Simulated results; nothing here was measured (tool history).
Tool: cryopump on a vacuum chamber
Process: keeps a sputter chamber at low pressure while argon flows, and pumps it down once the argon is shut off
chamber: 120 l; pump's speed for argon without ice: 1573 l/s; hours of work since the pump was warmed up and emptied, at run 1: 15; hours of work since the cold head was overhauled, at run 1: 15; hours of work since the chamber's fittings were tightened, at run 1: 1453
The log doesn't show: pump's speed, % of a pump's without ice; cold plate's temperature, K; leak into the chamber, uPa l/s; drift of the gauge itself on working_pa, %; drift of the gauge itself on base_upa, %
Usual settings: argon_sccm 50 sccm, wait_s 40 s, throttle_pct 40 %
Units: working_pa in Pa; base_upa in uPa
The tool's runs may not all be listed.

run,day,argon_sccm,wait_s,throttle_pct,hours of work since the pump was warmed up and emptied,hours of work since the cold head was overhauled,hours of work since the chamber's fittings were tightened,working_pa,base_upa
1,0,50,40,40,15,15,1453,0.1347,2.43
# day 0.554: leaking fittings of the chamber tightened, without venting
2,0.692,44,40,40,25,25,2,0.1187,1.68
3,1.162,44,40,40,32,32,10,0.1197,1.65
4,1.754,44,40,40,42,42,19,0.1172,1.59
5,2.117,50,40,40,48,48,25,0.1349,1.6
6,2.633,50,40,53,56,56,33,0.1037,1.69
7,2.95,50,56,60,61,61,39,0.091,1.27
8,3.321,95,86,23,67,67,45,0.4461,0.96
9,3.604,35,86,22,72,72,49,0.1709,0.94
10,3.938,21,54,24,77,77,55,0.0938,1.33
11,4.392,82,54,32,85,85,62,0.2781,1.27
12,4.938,82,76,26,93,93,71,0.3391,1

Forecast each of these 4 alternatives for the next run:
A,5.208,50,171,40,98,98,75,?,?
B,5.208,50,40,16,98,98,75,?,?
C,5.208,82,178,26,98,98,75,?,?
D,5.208,88,40,40,98,98,75,?,?

run,working_pa,base_upa
A,0.1348,0.65
B,0.3368,1.65
C,0.3441,0.63
D,0.239,1.69
Without the tool's hidden state the same runs would have given:
run,working_pa,base_upa
A,0.1336,0.53
B,0.3356,1.53
C,0.342,0.51
D,0.2368,1.58

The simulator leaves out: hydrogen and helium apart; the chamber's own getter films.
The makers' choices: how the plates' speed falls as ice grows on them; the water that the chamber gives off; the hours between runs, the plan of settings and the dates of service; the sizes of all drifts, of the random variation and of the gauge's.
